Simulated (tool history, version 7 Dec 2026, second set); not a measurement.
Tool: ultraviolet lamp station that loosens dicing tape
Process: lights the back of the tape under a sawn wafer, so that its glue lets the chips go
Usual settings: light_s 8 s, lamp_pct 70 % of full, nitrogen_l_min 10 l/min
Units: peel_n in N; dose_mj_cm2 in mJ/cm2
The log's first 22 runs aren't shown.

run,hour,light_s,lamp_pct,nitrogen_l_min,peel_n,dose_mj_cm2
23,386.2,13,70,10,0.231,325
24,399.4,13,63,10,0.287,299
25,415.8,14,75,15,0.124,377
26,431.0,14,75,15,0.130,378
27,450.0,14,75,15,0.136,378
# hour 453.8: window cleaned of glue's vapour
28,467.2,14,75,15,0.127,379
29,482.2,14,75,15,0.139,381
30,500.2,11,77,14,0.214,304
31,514.6,6,63,16,1.514,139
32,536.2,8,62,5,1.461,178
33,550.4,8,64,5,1.418,185
34,565.5,4,83,10,2.156,117
35,576.8,4,83,10,2.188,119
36,599.9,16,60,6,0.270,343
37,620.9,12,60,5,0.691,258
38,638.5,12,60,5,0.665,255
39,661.4,12,60,5,0.647,260
40,677.5,12,60,5,0.666,258
41,687.4,12,60,5,0.660,254
42,704.0,16,98,5,0.101,563
43,723.9,16,98,5,0.093,565

Forecast each of these 3 alternatives for the next run:
A,736.9,4,76,14,?,?
B,736.9,6,98,20,?,?
C,736.9,10,98,5,?,?

run,peel_n,dose_mj_cm2
A,2.232,109
B,0.507,211
C,0.302,348
Without the tool's hidden state the same runs would have given:
run,peel_n,dose_mj_cm2
A,2.229,109
B,0.506,211
C,0.301,349
